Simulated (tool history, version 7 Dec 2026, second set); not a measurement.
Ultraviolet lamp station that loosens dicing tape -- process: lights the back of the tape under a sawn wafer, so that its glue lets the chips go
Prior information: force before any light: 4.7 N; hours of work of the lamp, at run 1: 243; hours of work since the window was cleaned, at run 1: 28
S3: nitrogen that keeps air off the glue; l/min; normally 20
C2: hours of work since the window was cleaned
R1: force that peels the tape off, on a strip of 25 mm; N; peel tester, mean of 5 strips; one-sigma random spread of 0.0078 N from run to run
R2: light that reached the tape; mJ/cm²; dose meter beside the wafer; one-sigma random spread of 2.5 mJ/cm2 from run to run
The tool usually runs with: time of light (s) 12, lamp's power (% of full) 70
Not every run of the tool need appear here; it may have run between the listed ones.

Run 1, hour 0.0: usual settings; hours of work of the lamp 243; C2 28. Result: R1 0.360 N, R2 262 mJ/cm².
Run 2, hour 13.1: usual settings; hours of work of the lamp 252; C2 37. Result: R1 0.363 N, R2 261 mJ/cm².
Run 3, hour 41.5: usual settings; hours of work of the lamp 272; C2 56. Result: R1 0.331 N, R2 253 mJ/cm².
Run 4, hour 69.5: usual settings; hours of work of the lamp 291; C2 76. Result: R1 0.359 N, R2 252 mJ/cm².
Run 5, hour 90.5: usual settings; hours of work of the lamp 305; C2 90. Result: R1 0.372 N, R2 255 mJ/cm².
Run 6, hour 116.3: usual settings; hours of work of the lamp 323; C2 108. Result: R1 0.398 N, R2 251 mJ/cm².
Run 7, hour 146.7: usual settings; hours of work of the lamp 344; C2 129. Result: R1 0.396 N, R2 245 mJ/cm².
Run 8, hour 166.9: usual settings; hours of work of the lamp 358; C2 143. Result: R1 0.388 N, R2 247 mJ/cm².
Run 9, hour 197.1: usual settings but S3 12 l/min; hours of work of the lamp 379; C2 163. Result: R1 0.530 N, R2 245 mJ/cm².
Run 10, hour 222.6: usual settings; hours of work of the lamp 396; C2 181. Result: R1 0.423 N, R2 242 mJ/cm².
Run 11, hour 235.2: usual settings; hours of work of the lamp 405; C2 189. Result: R1 0.409 N, R2 242 mJ/cm².
Run 12, hour 249.5: usual settings; hours of work of the lamp 415; C2 199. Result: R1 0.399 N, R2 237 mJ/cm².
Run 13, hour 262.5: usual settings; hours of work of the lamp 424; C2 208. Result: R1 0.400 N, R2 238 mJ/cm².
Run 14, hour 285.4: usual settings; hours of work of the lamp 439; C2 224. Result: R1 0.425 N, R2 236 mJ/cm².
Run 15, hour 300.8: usual settings but lamp's power (% of full) 88; hours of work of the lamp 450; C2 235. Result: R1 0.282 N, R2 293 mJ/cm².
Run 16, hour 322.8: usual settings but lamp's power (% of full) 93; hours of work of the lamp 465; C2 250. Result: R1 0.261 N, R2 306 mJ/cm².
Run 17, hour 339.5: usual settings but time of light (s) 15; hours of work of the lamp 476; C2 261. Result: R1 0.304 N, R2 293 mJ/cm².
Run 18, hour 363.5: usual settings but time of light (s) 15; hours of work of the lamp 493; C2 278. Result: R1 0.299 N, R2 286 mJ/cm².
Run 19, hour 382.3: usual settings; hours of work of the lamp 506; C2 291. Result: R1 0.446 N, R2 228 mJ/cm².
Run 20, hour 398.5: usual settings; hours of work of the lamp 517; C2 302. Result: R1 0.468 N, R2 228 mJ/cm².
Run 21, hour 425.1: usual settings; hours of work of the lamp 535; C2 320. Result: R1 0.480 N, R2 222 mJ/cm².
Run 22, hour 440.5: usual settings; hours of work of the lamp 546; C2 331. Result: R1 0.474 N, R2 224 mJ/cm².
Run 23, hour 457.8: usual settings but time of light (s) 11, lamp's power (% of full) 76, S3 27 l/min; hours of work of the lamp 558; C2 342. Result: R1 0.419 N, R2 221 mJ/cm².
Run 24, hour 478.2: usual settings but time of light (s) 21, lamp's power (% of full) 76, S3 39 l/min; hours of work of the lamp 572; C2 356. Result: R1 0.152 N, R2 421 mJ/cm².
At hour 480.7: window cleaned of glue's vapour.
Run 25, hour 503.4: usual settings but lamp's power (% of full) 88; hours of work of the lamp 589; C2 16. Result: R1 0.361 N, R2 258 mJ/cm².
Run 26, hour 521.5: usual settings but lamp's power (% of full) 88; hours of work of the lamp 601; C2 28. Result: R1 0.368 N, R2 255 mJ/cm².
Run 27, hour 544.9: usual settings but lamp's power (% of full) 81; hours of work of the lamp 617; C2 44. Result: R1 0.422 N, R2 231 mJ/cm².
Run 28, hour 572.7: usual settings but lamp's power (% of full) 68, S3 22 l/min; hours of work of the lamp 636; C2 63. Result: R1 0.606 N, R2 191 mJ/cm².
At hour 599.9: window cleaned of glue's vapour, once more.
Run 29, hour 602.4: usual settings but time of light (s) 19, lamp's power (% of full) 91, S3 12 l/min; hours of work of the lamp 656; C2 2. Result: R1 0.172 N, R2 495 mJ/cm².
Run 30, hour 624.4: usual settings but time of light (s) 18, lamp's power (% of full) 75, S3 7 l/min; hours of work of the lamp 672; C2 17. Result: R1 0.319 N, R2 380 mJ/cm².
Run 31, hour 643.3: usual settings but time of light (s) 9, lamp's power (% of full) 98, S3 6 l/min; hours of work of the lamp 684; C2 30. Result: R1 0.788 N, R2 249 mJ/cm².
Run 32, hour 657.8: usual settings but time of light (s) 9, lamp's power (% of full) 98, S3 6 l/min; hours of work of the lamp 694; C2 40. Result: R1 0.758 N, R2 248 mJ/cm².
Run 33, hour 688.2: usual settings but time of light (s) 9, lamp's power (% of full) 98, S3 6 l/min; hours of work of the lamp 715; C2 61. Result: R1 0.815 N, R2 243 mJ/cm².
Run 34, hour 709.1: usual settings but time of light (s) 9, lamp's power (% of full) 98, S3 6 l/min; hours of work of the lamp 730; C2 75. Result: R1 0.822 N, R2 240 mJ/cm².
Run 35, hour 733.7: usual settings; hours of work of the lamp 747; C2 92. Result: R1 0.454 N, R2 231 mJ/cm².
Run 36, hour 752.4: usual settings but time of light (s) 6, lamp's power (% of full) 92, S3 11 l/min; hours of work of the lamp 759; C2 105. Result: R1 1.241 N, R2 147 mJ/cm².
Run 37, hour 776.8: usual settings but time of light (s) 6, lamp's power (% of full) 92, S3 11 l/min; hours of work of the lamp 776; C2 122. Result: R1 1.241 N, R2 146 mJ/cm².
Run 38, hour 800.1: usual settings but time of light (s) 6; hours of work of the lamp 792; C2 138. Result: R1 1.420 N, R2 109 mJ/cm².
Run 39, hour 818.2: usual settings but time of light (s) 18, lamp's power (% of full) 83, S3 21 l/min; hours of work of the lamp 805; C2 150. Result: R1 0.179 N, R2 389 mJ/cm².
Run 40, hour 846.7: usual settings but lamp's power (% of full) 93, S3 18 l/min; hours of work of the lamp 824; C2 170. Result: R1 0.311 N, R2 289 mJ/cm².
Run 41, hour 876.8: usual settings but lamp's power (% of full) 93, S3 18 l/min; hours of work of the lamp 845; C2 190. Result: R1 0.334 N, R2 283 mJ/cm².
Run 42, hour 894.2: usual settings but time of light (s) 21, lamp's power (% of full) 78, S3 7 l/min; hours of work of the lamp 857; C2 202. Result: R1 0.281 N, R2 414 mJ/cm².
Run 43, hour 918.5: usual settings but lamp's power (% of full) 78, S3 16 l/min; hours of work of the lamp 874; C2 219. Result: R1 0.493 N, R2 236 mJ/cm².

Each row is a separate what-if for the run after 43, all from the same tool condition, not one after another. Results?
Run A, hour 944.7: usual settings but time of light (s) 11, lamp's power (% of full) 71, S3 11 l/min; hours of work of the lamp 892; C2 237. Result: R1 ?, R2 ?.
Run B, hour 944.7: usual settings but lamp's power (% of full) 89, S3 16 l/min; hours of work of the lamp 892; C2 237. Result: R1 ?, R2 ?.
Run C, hour 944.7: usual settings but time of light (s) 18, lamp's power (% of full) 66, S3 13 l/min; hours of work of the lamp 892; C2 237. Result: R1 ?, R2 ?.
Run D, hour 944.7: usual settings but lamp's power (% of full) 88, S3 40 l/min; hours of work of the lamp 892; C2 237. Result: R1 ?, R2 ?.

run     R1   R2
  A  0.818  194
  B  0.384  266
  C  0.352  296
  D  0.252  262
The same runs, with their run-to-run variation unchanged, on a tool lacking any hidden condition would have given:
run     R1   R2
  A  0.483  263
  B  0.224  360
  C  0.208  402
  D  0.165  355
